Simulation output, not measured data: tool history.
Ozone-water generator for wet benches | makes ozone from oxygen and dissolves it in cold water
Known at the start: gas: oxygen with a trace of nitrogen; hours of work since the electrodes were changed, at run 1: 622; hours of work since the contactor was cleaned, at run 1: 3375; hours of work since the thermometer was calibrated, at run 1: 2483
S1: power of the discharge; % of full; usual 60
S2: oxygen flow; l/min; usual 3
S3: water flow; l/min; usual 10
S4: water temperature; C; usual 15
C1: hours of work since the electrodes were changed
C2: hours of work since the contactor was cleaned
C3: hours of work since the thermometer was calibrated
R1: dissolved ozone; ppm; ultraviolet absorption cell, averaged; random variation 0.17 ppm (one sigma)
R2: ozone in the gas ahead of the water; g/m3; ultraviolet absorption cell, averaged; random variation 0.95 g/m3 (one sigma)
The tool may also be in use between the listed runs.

run	hour	S1	S2	S3	S4	C1	C2	C3	R1	R2
1	0	60	3	10	15	622	3375	2483	21.5	160
2	60.5	60	3	10	17	662	3416	2524	20.8	159.4
3	138.3	60	3	10	15	714	3468	2576	21.1	161.6
4	211.5	64	3	10	15	763	3517	2625	22.8	167
5	300.1	64	3	10	15	822	3576	2684	22.3	169
6	366.6	64	3	10	15	867	3620	2728	22.4	168.1
7	449.5	64	3	10	15	922	3676	2784	22.4	169.1
8	514.4	81	3	10	15	966	3719	2827	26.9	201.5
9	595	81	3	10	15	1020	3773	2881	26.9	202.2
10	693.8	81	3	10	15	1086	3839	2947	26.9	201.2
# hour 709: contactor cleaned
11	772.3	81	3	15	15	1135	42	2997	18.3	201.3
12	825	81	3	15	15	1171	78	3032	18.2	198.8
13	912.7	60	3	7	15	1229	136	3091	27.6	158.3
14	989.2	45	3	7	15	1280	187	3142	22	126.8
15	1082.7	48	2.48	10	15	1343	250	3205	17.8	150.6
16	1151.6	48	2.48	10	15	1389	296	3251	17.8	150.3
17	1234.2	84	2.46	12	8	1444	351	3306	25.2	233.7
18	1284.3	84	2.46	12	8	1478	385	3339	25.3	234
19	1364	84	2.46	12	8	1531	438	3393	25.2	232.4
# hour 1419.3: contactor cleaned, once more
20	1458.1	60	3	8	15	1591	26	3453	24.9	157.4
21	1548.1	60	2.66	12	15	1651	86	3513	18.3	170.4
22	1619.2	60	2.78	6	7	1699	134	3561	34.9	164
# hour 1706.4: water thermometer calibrated
23	1729.7	61	5.37	13	12	1772	207	16	17.1	109.1
24	1805.2	57	4.54	7	11	1823	258	66	26.3	117.5

5 ways to go on from here, each from the tool as it stands after run 24. What would each give?
A	1882.9	60	4.34	10	15	1875	310	118	?	?
B	1882.9	90	1.62	16	11	1875	310	118	?	?
C	1882.9	70	2.1	10	19	1875	310	118	?	?
D	1882.9	99	4.54	7	11	1875	310	118	?	?
E	1882.9	57	3.52	11	11	1875	310	118	?	?

run	R1	R2
A	20.3	123.1
B	18.3	314.1
C	23.3	218.6
D	39.4	177
E	19.8	135.6
Without the tool's hidden state the same runs would have given:
run	R1	R2
A	21.2	127.6
B	19.4	329.6
C	24.4	227.6
D	41.8	186.3
E	20.6	140.3
